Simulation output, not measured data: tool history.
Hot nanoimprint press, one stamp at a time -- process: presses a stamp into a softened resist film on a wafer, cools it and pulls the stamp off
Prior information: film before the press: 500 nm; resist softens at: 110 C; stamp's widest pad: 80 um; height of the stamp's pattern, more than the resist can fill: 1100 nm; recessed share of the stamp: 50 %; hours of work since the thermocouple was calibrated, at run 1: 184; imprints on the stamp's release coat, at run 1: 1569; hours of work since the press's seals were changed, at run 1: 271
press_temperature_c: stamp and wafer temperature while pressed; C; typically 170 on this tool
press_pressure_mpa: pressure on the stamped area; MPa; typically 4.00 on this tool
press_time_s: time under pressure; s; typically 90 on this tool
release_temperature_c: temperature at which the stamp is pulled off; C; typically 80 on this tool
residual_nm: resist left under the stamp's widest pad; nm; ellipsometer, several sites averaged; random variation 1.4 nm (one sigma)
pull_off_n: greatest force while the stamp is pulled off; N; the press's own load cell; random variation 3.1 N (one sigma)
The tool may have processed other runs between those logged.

| run | hour | press_temperature_c | press_pressure_mpa | press_time_s | release_temperature_c | hours of work since the thermocouple was calibrated | imprints on the stamp's release coat | hours of work since the press's seals were changed | residual_nm | pull_off_n |
|---|---|---|---|---|---|---|---|---|---|---|
| 1 | 0.0 | 170 | 4.00 | 90 | 80 | 184 | 1569 | 271 | 224.3 | 177 |
|  | 20.4 | stamp cleaned and given a new release coat |
| 2 | 40.6 | 170 | 4.00 | 90 | 80 | 211 | 70 | 297 | 225.3 | 149 |
| 3 | 61.1 | 170 | 4.00 | 90 | 74 | 227 | 141 | 313 | 221.8 | 176 |
| 4 | 97.3 | 170 | 2.55 | 90 | 80 | 254 | 267 | 341 | 281.5 | 144 |
|  | 117.7 | plate thermocouple calibrated |
| 5 | 120.6 | 170 | 4.00 | 78 | 80 | 2 | 337 | 356 | 234.1 | 154 |
| 6 | 151.6 | 170 | 4.00 | 78 | 80 | 26 | 445 | 380 | 235.7 | 156 |
| 7 | 184.8 | 170 | 4.00 | 78 | 80 | 51 | 560 | 405 | 234.7 | 152 |
| 8 | 209.6 | 170 | 4.00 | 78 | 80 | 70 | 646 | 424 | 236.7 | 163 |
| 9 | 233.6 | 170 | 2.99 | 90 | 80 | 88 | 730 | 442 | 260.9 | 162 |
| 10 | 267.7 | 170 | 4.00 | 90 | 80 | 115 | 848 | 469 | 224.2 | 162 |
| 11 | 303.6 | 170 | 4.00 | 90 | 80 | 142 | 973 | 496 | 226.2 | 167 |
| 12 | 335.2 | 170 | 4.00 | 63 | 80 | 166 | 1082 | 520 | 256.0 | 164 |
| 13 | 372.3 | 170 | 4.00 | 90 | 66 | 194 | 1211 | 548 | 228.3 | 228 |
| 14 | 402.6 | 170 | 4.00 | 134 | 66 | 217 | 1316 | 571 | 198.7 | 225 |
| 15 | 435.5 | 170 | 4.00 | 134 | 66 | 243 | 1431 | 597 | 200.2 | 237 |
|  | 469.2 | plate thermocouple calibrated |
| 16 | 477.1 | 170 | 4.00 | 90 | 71 | 6 | 1565 | 626 | 227.5 | 215 |
|  | 499.6 | stamp cleaned and given a new release coat |
| 17 | 499.7 | 170 | 3.34 | 51 | 80 | 19 | 0 | 639 | 295.6 | 149 |
| 18 | 537.7 | 177 | 2.56 | 69 | 80 | 48 | 132 | 668 | 238.7 | 147 |
| 19 | 567.3 | 177 | 2.56 | 69 | 80 | 70 | 235 | 690 | 237.2 | 151 |
| 20 | 608.2 | 165 | 3.55 | 69 | 87 | 102 | 377 | 722 | 318.2 | 129 |
| 21 | 644.1 | 170 | 3.84 | 62 | 80 | 129 | 502 | 749 | 264.1 | 153 |
|  | 693.2 | press's hydraulic seals changed and the load cell set to zero |
| 22 | 693.3 | 159 | 4.00 | 90 | 77 | 160 | 645 | 0 | 348.3 | 173 |
| 23 | 720.2 | 159 | 4.00 | 90 | 77 | 181 | 738 | 21 | 349.3 | 178 |
| 24 | 740.8 | 165 | 4.83 | 92 | 77 | 197 | 810 | 36 | 251.1 | 179 |
| 25 | 771.7 | 167 | 4.83 | 92 | 77 | 220 | 917 | 60 | 234.8 | 177 |
| 26 | 788.8 | 159 | 5.87 | 62 | 65 | 233 | 976 | 73 | 334.4 | 230 |
| 27 | 819.3 | 159 | 5.13 | 62 | 65 | 257 | 1082 | 96 | 354.8 | 244 |
|  | 836.5 | plate thermocouple calibrated |
| 28 | 841.6 | 159 | 5.13 | 62 | 65 | 4 | 1149 | 111 | 342.2 | 238 |
| 29 | 873.0 | 173 | 2.94 | 90 | 80 | 28 | 1258 | 135 | 230.2 | 160 |
| 30 | 907.0 | 170 | 3.55 | 131 | 80 | 54 | 1376 | 161 | 208.2 | 164 |
| 31 | 929.7 | 172 | 3.55 | 131 | 78 | 71 | 1455 | 178 | 190.8 | 183 |

Predict each of these 3 candidate next runs independently; none follows another, all start after run 31:
| A | 962.8 | 172 | 3.55 | 65 | 66 | 96 | 1570 | 203 | ? | ? |
| B | 962.8 | 172 | 3.52 | 155 | 82 | 96 | 1570 | 203 | ? | ? |
| C | 962.8 | 164 | 2.97 | 131 | 87 | 96 | 1570 | 203 | ? | ? |

| run | residual_nm | pull_off_n |
|---|---|---|
| A | 243.8 | 239 |
| B | 182.2 | 165 |
| C | 295.3 | 142 |
With the hidden condition removed and each run's random variation left untouched, the same runs would have given:
| run | residual_nm | pull_off_n |
|---|---|---|
| A | 240.8 | 204 |
| B | 179.7 | 140 |
| C | 291.7 | 121 |

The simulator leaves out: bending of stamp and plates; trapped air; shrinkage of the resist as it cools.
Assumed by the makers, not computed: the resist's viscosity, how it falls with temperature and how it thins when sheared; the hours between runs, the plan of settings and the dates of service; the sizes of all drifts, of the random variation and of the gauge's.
